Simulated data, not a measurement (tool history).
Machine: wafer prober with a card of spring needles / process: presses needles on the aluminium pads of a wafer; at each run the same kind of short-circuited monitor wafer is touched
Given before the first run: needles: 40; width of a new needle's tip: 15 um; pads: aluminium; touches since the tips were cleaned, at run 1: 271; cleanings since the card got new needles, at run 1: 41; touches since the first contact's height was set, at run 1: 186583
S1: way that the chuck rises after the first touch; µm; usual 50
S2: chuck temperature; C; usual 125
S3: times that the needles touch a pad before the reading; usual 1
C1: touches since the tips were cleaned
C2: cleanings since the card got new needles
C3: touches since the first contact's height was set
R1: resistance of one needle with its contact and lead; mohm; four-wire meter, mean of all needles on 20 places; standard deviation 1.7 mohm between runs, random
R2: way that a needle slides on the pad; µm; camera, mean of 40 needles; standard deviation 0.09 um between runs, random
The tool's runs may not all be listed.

run	day	S1	S2	S3	C1	C2	C3	R1	R2
1	0	50	125	1	271	41	186583	184	12.61
# day 0.729: tips cleaned on abrasive film
2	1.104	50	125	1	1955	42	192326	201	12.41
# day 1.475: tips cleaned on abrasive film
3	2	50	76	1	2735	43	196996	207	12.38
# day 2.225: tips cleaned on abrasive film
4	2.571	50	76	1	1801	44	199959	197	12.4
# day 3: tips cleaned on abrasive film
5	3.496	50	125	1	2585	45	204772	207	12.5
# day 3.742: tips cleaned on abrasive film
6	4.1	50	125	1	1882	46	207920	202	12.42
# day 4.483: tips cleaned on abrasive film
7	5.029	50	125	1	2860	47	212752	216	12.27
# day 5.212: tips cleaned on abrasive film
8	5.854	50	125	1	3355	48	217052	217	12.3
# day 5.954: tips cleaned on abrasive film
9	6.662	50	125	1	3711	49	221249	218	12.28
# day 6.75: tips cleaned on abrasive film
# day 7.508: tips cleaned on abrasive film
10	7.508	50	125	1	0	51	225617	173	12.28
11	7.988	50	125	1	2513	51	228130	209	12.33
# day 8.246: tips cleaned on abrasive film
12	8.646	50	125	2	2089	52	231552	192	12.26
# day 9.083: tips cleaned on abrasive film
# day 9.096: height of the first contact set anew
13	9.646	60	32	1	2866	53	2866	187	14.68
# day 9.838: tips cleaned on abrasive film
14	10.208	60	32	1	1924	54	5789	178	14.59
# day 10.579: tips cleaned on abrasive film
# day 10.842: height of the first contact set anew, once more
15	11.158	60	29	1	2957	55	1653	179	16.41
# day 11.362: tips cleaned on abrasive film
16	12.075	60	29	1	3738	56	6432	188	16.34
# day 12.15: tips cleaned on abrasive film
# day 12.892: tips cleaned on abrasive film
17	13.154	60	29	1	1384	58	12030	168	16.34
# day 13.721: tips cleaned on abrasive film
18	13.746	60	29	2	140	59	15102	154	16.21
# day 14.458: tips cleaned on abrasive film
19	14.604	36	66	1	757	60	19563	197	9.71
# day 15.246: tips cleaned on abrasive film
20	15.642	50	33	1	2075	61	24976	185	13.55
# day 16.067: tips cleaned on abrasive film
21	16.438	64	33	1	1945	62	29103	171	17.4
# day 16.862: tips cleaned on abrasive film
22	17.362	64	33	1	2628	63	33927	173	17.1
# day 17.604: tips cleaned on abrasive film
23	18.304	64	33	1	3667	64	38822	184	17.3
# day 18.375: tips cleaned on abrasive film
24	18.988	40	113	3	3211	65	42385	196	10.69

Consider 5 possible next runs. They are alternatives, not a sequence: every one starts from the tool as it was left by run 24. What does each give?
# day 19.158: tips cleaned on abrasive film
A	19.879	31	50	3	3784	66	47023	?	?
# day 19.158: tips cleaned on abrasive film
B	19.879	40	113	3	3784	66	47023	?	?
# day 19.158: tips cleaned on abrasive film
C	19.879	40	50	3	3784	66	47023	?	?
# day 19.158: tips cleaned on abrasive film
D	19.879	70	28	2	3784	66	47023	?	?
# day 19.158: tips cleaned on abrasive film
E	19.879	40	32	3	3784	66	47023	?	?

run	R1	R2
A	216	8.08
B	197	10.61
C	189	10.58
D	165	18.73
E	186	10.61
Stripped of hidden state, with their random variation kept, the same runs would have yielded:
run	R1	R2
A	167	8.41
B	169	10.94
C	159	10.91
D	147	19.06
E	155	10.94
